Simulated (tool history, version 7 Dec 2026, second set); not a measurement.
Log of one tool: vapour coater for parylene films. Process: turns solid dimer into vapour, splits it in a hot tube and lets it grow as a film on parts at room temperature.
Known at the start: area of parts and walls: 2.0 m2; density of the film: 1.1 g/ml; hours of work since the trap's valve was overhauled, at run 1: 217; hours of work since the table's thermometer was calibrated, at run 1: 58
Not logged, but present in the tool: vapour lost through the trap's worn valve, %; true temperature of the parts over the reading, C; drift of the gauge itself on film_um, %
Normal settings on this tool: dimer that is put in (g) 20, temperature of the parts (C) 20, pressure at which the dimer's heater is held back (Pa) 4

run   hour  dimer that is put in (g)  temperature of the parts (C)  pressure at which the dimer's heater is held back (Pa)  hours of work since the trap's valve was overhauled  hours of work since the table's thermometer was calibrated  thickness of the film (µm)
  1      0                        20                            20                                                       4                                                  217                                                          58                        5.51
  2   29.5                        20                            20                                                       4                                                  230                                                          72                        5.42
  3   47.8                        23                            20                                                       4                                                  239                                                          80                        6.24
  4   76.3                        23                            20                                                       4                                                  252                                                          94                        6.26
  5  115.7                         9                            20                                                       4                                                  271                                                         112                        2.37
  6  145.5                         9                            20                                                       4                                                  285                                                         126                        2.43
  7  164.1                         9                            16                                                       4                                                  294                                                         135                        2.72
     183.6  -- trap's valve overhauled
  8  204.2                         9                            16                                                       4                                                   10                                                         152                        3.03
  9    239                        20                            20                                                       4                                                   26                                                         168                         5.9
 10  262.4                        20                            20                                                       4                                                   37                                                         179                        5.95
 11  285.9                        20                            20                                                       4                                                   48                                                         190                        5.81
 12  314.3                        20                            20                                                    2.07                                                   61                                                         204                        6.34
 13    342                        20                            20                                                       4                                                   74                                                         217                        5.73
 14  368.1                        20                            20                                                       4                                                   87                                                         229                        5.81
 15  407.9                        20                            20                                                       4                                                  105                                                         248                        5.59
 16    450                        20                            20                                                       4                                                  125                                                         267                         5.7
 17  488.1                        20                            20                                                       4                                                  143                                                         285                        5.67
 18  522.4                        20                            20                                                    4.61                                                  159                                                         301                         5.4
 19  543.7                        20                            28                                                    5.44                                                  169                                                         311                        4.08
 20  564.8                        20                            28                                                    5.44                                                  179                                                         321                        4.04
 21  586.5                        20                            13                                                    2.89                                                  189                                                         332                        7.31
 22  616.3                        20                            13                                                    2.89                                                  203                                                         345                         7.2
 23  648.1                        20                            13                                                    2.89                                                  218                                                         360                        7.09
 24  679.7                        12                            20                                                    4.87                                                  233                                                         375                        3.14
 25  703.8                        12                            20                                                       4                                                  244                                                         387                        3.15
 26  726.6                         8                            20                                                       4                                                  255                                                         397                        2.13
 27  746.9                        17                            20                                                       4                                                  265                                                         407                        4.48
 28  779.8                        14                            18                                                   11.14                                                  280                                                         422                        3.29
 29  803.9                        14                            13                                                    5.21                                                  291                                                         434                        4.42
 30    821                        14                            13                                                    5.21                                                  299                                                         442                        4.35

4 ways to go on from here, each from the tool as it stands after run 30. What would each give?
     828.8  -- trap's valve overhauled
  A  861.5                        17                            13                                                   10.39                                                   15                                                         459                           ?
     828.8  -- trap's valve overhauled
  B  861.5                        13                            13                                                    2.79                                                   15                                                         459                           ?
     828.8  -- trap's valve overhauled
  C  861.5                         9                            21                                                    3.74                                                   15                                                         459                           ?
     828.8  -- trap's valve overhauled
  D  861.5                        11                            15                                                    4.79                                                   15                                                         459                           ?

run  thickness of the film (µm)
  A                        5.47
  B                        5.09
  C                        2.61
  D                        3.69
Had the tool no hidden state, the same runs would have come out as:
run  thickness of the film (µm)
  A                        5.58
  B                        5.19
  C                        2.66
  D                        3.77

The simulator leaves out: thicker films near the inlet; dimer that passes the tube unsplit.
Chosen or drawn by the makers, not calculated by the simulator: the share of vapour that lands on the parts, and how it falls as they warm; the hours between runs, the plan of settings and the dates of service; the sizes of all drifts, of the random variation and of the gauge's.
